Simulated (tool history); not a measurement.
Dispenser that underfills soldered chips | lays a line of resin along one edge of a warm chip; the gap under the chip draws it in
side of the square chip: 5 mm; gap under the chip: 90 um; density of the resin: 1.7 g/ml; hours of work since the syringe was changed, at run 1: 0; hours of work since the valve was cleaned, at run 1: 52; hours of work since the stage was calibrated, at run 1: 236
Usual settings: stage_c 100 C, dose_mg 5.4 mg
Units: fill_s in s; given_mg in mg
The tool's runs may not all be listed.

run	hour	stage_c	dose_mg	hours of work since the syringe was changed	hours of work since the valve was cleaned	hours of work since the stage was calibrated	fill_s	given_mg
1	0	100	5.4	0	52	236	16.4	5.08
2	3.8	100	5.4	3	55	239	18.1	5.11
# hour 7.9: new syringe of resin
3	9.1	100	5.4	1	58	242	16.7	5.04
# hour 14.3: dispensing valve cleaned and set on the balance
4	16.4	100	5.4	5	2	247	20.8	5.37
# hour 17.9: new syringe of resin
5	22.6	111	5.4	3	6	251	10.9	5.38
# hour 26.6: new syringe of resin
6	26.8	111	5.4	0	9	254	9.2	5.36
7	33.9	100	5.4	5	14	259	19.2	5.32
# hour 35.4: new syringe of resin
8	39.9	100	5.4	3	18	263	18.7	5.31
# hour 43.8: new syringe of resin
9	43.8	100	5.4	0	20	266	15.3	5.28
10	51.6	100	5.4	6	26	271	20.5	5.26
# hour 52.3: new syringe of resin
11	59.5	100	5.4	5	31	277	20.3	5.21
# hour 60.6: new syringe of resin
12	65.3	100	5.4	3	35	280	18.5	5.17
# hour 69.3: new syringe of resin
13	71.1	100	5.4	1	39	284	16.2	5.2
# hour 77.8: new syringe of resin
14	78	103	5.4	0	44	289	13.6	5.15
15	85.3	100	5.18	5	49	294	20.1	4.91
# hour 86.2: new syringe of resin
16	89.3	100	5.51	2	52	297	18.1	5.21
17	93.5	100	5.4	5	55	300	19.6	5.11
# hour 94.6: new syringe of resin
18	100.5	100	5.4	4	59	305	19.5	5.04
# hour 103.4: new syringe of resin
# hour 104.4: dispensing valve cleaned and set on the balance
19	105.4	89	4.84	1	1	307	29	4.82
20	112.1	88	4.6	5	5	312	37.5	4.55
# hour 113.2: new syringe of resin
21	118.9	88	4.6	4	10	317	34.8	4.56
# hour 122.1: new syringe of resin
22	126.7	87	5.4	3	15	322	33.8	5.32
# hour 130.6: new syringe of resin
23	131.6	87	5.4	1	19	325	30.5	5.29
24	135.8	108	5.16	4	22	328	13.6	5.06
# hour 139.2: new syringe of resin
25	143.7	108	5.16	3	27	334	13.2	5.03
# hour 147.7: new syringe of resin
26	148.2	108	5.16	0	30	337	11.2	5.01
27	155	108	6.52	5	35	342	14.3	6.27
# hour 156.4: new syringe of resin
28	159.9	108	6.52	2	38	345	12.7	6.26
29	164	100	6.88	5	41	348	20	6.64
# hour 164.7: new syringe of resin
30	171.4	100	6.88	5	46	353	18.6	6.56
# hour 173.3: new syringe of resin
31	178.1	106	6.4	3	51	358	13.1	6.03
# hour 181.8: new syringe of resin
32	184	106	6.4	2	55	362	12.8	6.03
33	189	105	4.77	5	58	365	16.8	4.48
# hour 190.4: new syringe of resin
# hour 193.9: dispensing valve cleaned and set on the balance
34	194.6	103	4.84	2	1	368	16.1	4.87
35	198.2	103	4.84	5	3	371	17.6	4.83

Measured less the same run without the tool's hidden state. The same run-to-run variation is in both; the gauge's scatter may not be:
The hidden state here: resin's viscosity, % of fresh resin's; dose that the valve gives, % of what is set; true chip temperature over the reading, C; drift of the gauge itself on fill_s, %; drift of the gauge itself on given_mg, %.
run	fill_s	given_mg
1	+1.3	-0.29
2	+3.5	-0.31
3	+1.5	-0.33
4	+5.3	-0.02
5	+1.9	-0.05
6	+0.3	-0.06
7	+4.6	-0.08
8	+3.6	-0.1
9	+0.5	-0.12
10	+5.3	-0.14
11	+5.3	-0.18
12	+3.6	-0.19
13	+1.6	-0.22
14	+0.9	-0.25
15	+5.8	-0.26
16	+2.6	-0.29
17	+5.1	-0.3
18	+4.4	-0.32
19	+2.6	-0.01
20	+10.5	-0.02
21	+7.8	-0.04
22	+6.2	-0.09
23	+2.9	-0.11
24	+2.8	-0.12
25	+2.6	-0.14
26	+0.8	-0.16
27	+3.6	-0.22
28	+2.1	-0.25
29	+5.8	-0.28
30	+4.6	-0.32
31	+2.6	-0.33
32	+1.4	-0.36
33	+4.6	-0.27
34	+2.4	+0.02
35	+4.6	+0

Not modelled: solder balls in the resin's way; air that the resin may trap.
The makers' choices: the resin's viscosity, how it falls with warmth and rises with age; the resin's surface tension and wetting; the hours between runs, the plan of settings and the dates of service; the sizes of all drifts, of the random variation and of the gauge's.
